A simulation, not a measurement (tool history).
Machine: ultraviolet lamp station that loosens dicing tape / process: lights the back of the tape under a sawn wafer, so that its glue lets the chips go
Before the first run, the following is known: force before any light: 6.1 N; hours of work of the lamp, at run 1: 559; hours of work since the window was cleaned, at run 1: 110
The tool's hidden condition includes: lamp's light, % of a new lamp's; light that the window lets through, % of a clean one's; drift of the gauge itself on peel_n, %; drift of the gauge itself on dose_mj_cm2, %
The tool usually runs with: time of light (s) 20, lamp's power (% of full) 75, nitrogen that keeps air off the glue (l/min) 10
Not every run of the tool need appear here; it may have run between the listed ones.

run	day	time of light (s)	lamp's power (% of full)	nitrogen that keeps air off the glue (l/min)	hours of work of the lamp	hours of work since the window was cleaned	force that peels the tape off (N)	light that reached the tape (mJ/cm2)
1	0.000	20	75	10	559	110	0.675	259
2	1.017	11	75	10	576	126	1.825	141
3	1.808	11	75	10	588	139	1.768	144
4	2.888	11	75	10	606	157	1.846	139
5	3.471	11	75	10	615	166	1.819	135
6	3.967	11	75	10	623	174	1.873	137
7	4.562	11	75	10	633	184	1.873	137
8	5.392	11	75	10	646	197	1.896	133
9	6.217	16	75	10	660	211	1.087	198
10	6.979	20	75	7	672	223	0.927	245
11	7.471	20	76	10	680	231	0.723	245
12	8.088	20	75	10	690	241	0.775	240
13	9.096	37	75	10	706	257	0.195	441
14	9.883	37	75	10	719	270	0.198	441
15	10.467	20	75	10	729	280	0.805	245
16	10.950	28	75	4	736	287	0.769	335
17	11.867	17	96	8	751	302	0.777	255
18	12.417	17	96	8	760	311	0.799	249
19	13.404	16	87	4	776	327	1.566	212
20	14.192	27	62	8	789	340	0.810	255
21	15.233	12	76	10	806	357	1.829	138
22	15.804	11	75	12	815	366	1.925	120
23	16.479	38	91	13	826	377	0.137	516
24	17.300	38	91	13	839	390	0.124	513
25	18.125	39	75	10	853	404	0.208	428
26	18.971	18	75	10	866	417	1.166	197
27	19.512	20	75	5	875	426	1.392	218
28	20.042	18	75	3	884	435	1.992	197
29	20.896	21	69	3	898	448	1.769	210

What if the next run were any one of these 5? Each begins from the tool's condition after run 29:
A	21.588	20	94	13	909	460	?	?
B	21.588	20	77	9	909	460	?	?
C	21.588	12	64	16	909	460	?	?
D	21.588	38	70	3	909	460	?	?
E	21.588	14	62	10	909	460	?	?

run	force that peels the tape off (N)	light that reached the tape (mJ/cm2)
A	0.533	268
B	1.004	219
C	2.055	107
D	0.735	374
E	2.089	122
Without the tool's hidden state the same runs would have given:
run	force that peels the tape off (N)	light that reached the tape (mJ/cm2)
A	0.216	394
B	0.465	322
C	1.246	159
D	0.312	551
E	1.270	180
